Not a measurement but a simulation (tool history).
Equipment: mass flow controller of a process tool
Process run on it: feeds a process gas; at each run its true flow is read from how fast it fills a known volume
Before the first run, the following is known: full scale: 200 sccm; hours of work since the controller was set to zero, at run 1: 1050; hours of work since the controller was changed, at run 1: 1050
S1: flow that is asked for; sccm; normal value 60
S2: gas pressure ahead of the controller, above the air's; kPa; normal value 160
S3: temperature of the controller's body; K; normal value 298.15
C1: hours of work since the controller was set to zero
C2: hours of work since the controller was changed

Run 1, hour 0: usual settings; C1 1050; C2 1050. Result: true flow (%) 98.91.
Run 2, hour 97.4: usual settings; C1 1088; C2 1088. Result: true flow (%) 98.97.
Run 3, hour 147: usual settings but S3 305.15 K; C1 1107; C2 1107. Result: true flow (%) 99.24.
Run 4, hour 235.1: usual settings; C1 1142; C2 1142. Result: true flow (%) 98.93.
Run 5, hour 289: usual settings; C1 1163; C2 1163. Result: true flow (%) 98.85.
Run 6, hour 358.9: usual settings; C1 1190; C2 1190. Result: true flow (%) 98.88.
Run 7, hour 406.1: usual settings but S2 151 kPa; C1 1209; C2 1209. Result: true flow (%) 98.88.
Run 8, hour 453.9: usual settings but S2 151 kPa; C1 1227; C2 1227. Result: true flow (%) 98.87.
Run 9, hour 518.8: usual settings but S2 151 kPa; C1 1253; C2 1253. Result: true flow (%) 98.87.
Run 10, hour 605.7: usual settings; C1 1287; C2 1287. Result: true flow (%) 98.95.
Run 11, hour 660.1: usual settings but S1 171 sccm, S2 171 kPa, S3 293.15 K; C1 1308; C2 1308. Result: true flow (%) 100.14.
Run 12, hour 715.7: usual settings but S1 45 sccm, S3 296.15 K; C1 1330; C2 1330. Result: true flow (%) 98.54.
Run 13, hour 801.3: usual settings but S1 70 sccm; C1 1363; C2 1363. Result: true flow (%) 98.98.
Run 14, hour 889.7: usual settings but S2 261 kPa, S3 303.15 K; C1 1398; C2 1398. Result: true flow (%) 99.22.
Run 15, hour 950.4: usual settings but S2 261 kPa, S3 303.15 K; C1 1421; C2 1421. Result: true flow (%) 99.13.
Run 16, hour 1030.9: usual settings but S1 95 sccm, S2 221 kPa, S3 309.15 K; C1 1453; C2 1453. Result: true flow (%) 100.04.
Run 17, hour 1095.8: usual settings but S1 31 sccm, S2 235 kPa, S3 307.15 K; C1 1478; C2 1478. Result: true flow (%) 98.49.
Run 18, hour 1176.5: usual settings but S1 148 sccm, S3 304.15 K; C1 1510; C2 1510. Result: true flow (%) 100.17.
Run 19, hour 1268.4: usual settings but S2 254 kPa, S3 306.15 K; C1 1546; C2 1546. Result: true flow (%) 99.38.
Run 20, hour 1312.6: usual settings but S1 129 sccm, S2 260 kPa, S3 306.15 K; C1 1563; C2 1563. Result: true flow (%) 100.3.

What if the next run were any one of these 5? Each begins from the tool's condition after run 20:
Run A, hour 1387.6: usual settings but S1 22 sccm, S2 220 kPa, S3 306.15 K; C1 1592; C2 1592. Result: true flow (%) ?.
Run B, hour 1387.6: usual settings; C1 1592; C2 1592. Result: true flow (%) ?.
Run C, hour 1387.6: usual settings but S1 92 sccm; C1 1592; C2 1592. Result: true flow (%) ?.
Run D, hour 1387.6: usual settings but S2 222 kPa, S3 309.15 K; C1 1592; C2 1592. Result: true flow (%) ?.
Run E, hour 1387.6: usual settings but S1 96 sccm, S2 246 kPa, S3 303.15 K; C1 1592; C2 1592. Result: true flow (%) ?.

run  true flow (%)
  A          97.63
  B          98.91
  C          99.26
  D           99.2
  E          99.61
With no hidden state in the tool, these same runs would have given:
run  true flow (%)
  A          98.78
  B           98.8
  C           98.9
  D          99.09
  E          99.23
